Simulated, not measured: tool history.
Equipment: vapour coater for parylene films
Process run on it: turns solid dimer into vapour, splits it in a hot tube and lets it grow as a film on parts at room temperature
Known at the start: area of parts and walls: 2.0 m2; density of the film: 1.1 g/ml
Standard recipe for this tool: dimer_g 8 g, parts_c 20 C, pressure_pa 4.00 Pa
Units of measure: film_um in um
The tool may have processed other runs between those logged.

run 1 day=0.000 | dimer_g=8 parts_c=20 pressure_pa=4.00 | film_um=1.86
run 2 day=1.242 | dimer_g=8 parts_c=20 pressure_pa=5.70 | film_um=1.71
run 3 day=2.233 | dimer_g=8 parts_c=20 pressure_pa=4.00 | film_um=1.82
run 4 day=3.529 | dimer_g=5 parts_c=20 pressure_pa=4.00 | film_um=1.14
run 5 day=4.167 | dimer_g=5 parts_c=20 pressure_pa=4.00 | film_um=1.14
run 6 day=5.400 | dimer_g=8 parts_c=20 pressure_pa=4.00 | film_um=1.78
run 7 day=6.171 | dimer_g=8 parts_c=20 pressure_pa=4.00 | film_um=1.77
run 8 day=7.492 | dimer_g=8 parts_c=20 pressure_pa=4.00 | film_um=1.74
run 9 day=8.838 | dimer_g=8 parts_c=18 pressure_pa=4.00 | film_um=1.91
run 10 day=9.567 | dimer_g=8 parts_c=18 pressure_pa=4.00 | film_um=1.89
run 11 day=10.575 | dimer_g=12 parts_c=20 pressure_pa=4.00 | film_um=2.55
run 12 day=11.283 | dimer_g=12 parts_c=20 pressure_pa=4.00 | film_um=2.51
run 13 day=12.175 | dimer_g=12 parts_c=20 pressure_pa=4.00 | film_um=2.53
run 14 day=12.983 | dimer_g=12 parts_c=20 pressure_pa=4.00 | film_um=2.51
-- day=13.746 trap's valve overhauled
run 15 day=14.033 | dimer_g=12 parts_c=20 pressure_pa=4.00 | film_um=2.75
run 16 day=15.050 | dimer_g=8 parts_c=20 pressure_pa=4.00 | film_um=1.83
run 17 day=16.333 | dimer_g=8 parts_c=20 pressure_pa=4.00 | film_um=1.79
run 18 day=17.225 | dimer_g=6 parts_c=24 pressure_pa=3.18 | film_um=1.19
run 19 day=18.512 | dimer_g=5 parts_c=20 pressure_pa=3.53 | film_um=1.14
run 20 day=19.408 | dimer_g=5 parts_c=20 pressure_pa=3.53 | film_um=1.13
run 21 day=20.729 | dimer_g=4 parts_c=20 pressure_pa=4.00 | film_um=0.85
run 22 day=21.829 | dimer_g=6 parts_c=12 pressure_pa=4.00 | film_um=1.81
run 23 day=22.612 | dimer_g=6 parts_c=12 pressure_pa=4.00 | film_um=1.83
run 24 day=23.988 | dimer_g=8 parts_c=21 pressure_pa=4.00 | film_um=1.62
run 25 day=25.117 | dimer_g=3 parts_c=20 pressure_pa=6.69 | film_um=0.56

Run 26 is up next; what results do you expect?
run 26 day=25.792 | dimer_g=8 parts_c=19 pressure_pa=4.02 | film_um=?

{"run 26": {"film_um": 1.73}}
Had the tool carried no hidden state, the very same run would have given film_um 1.94 um.
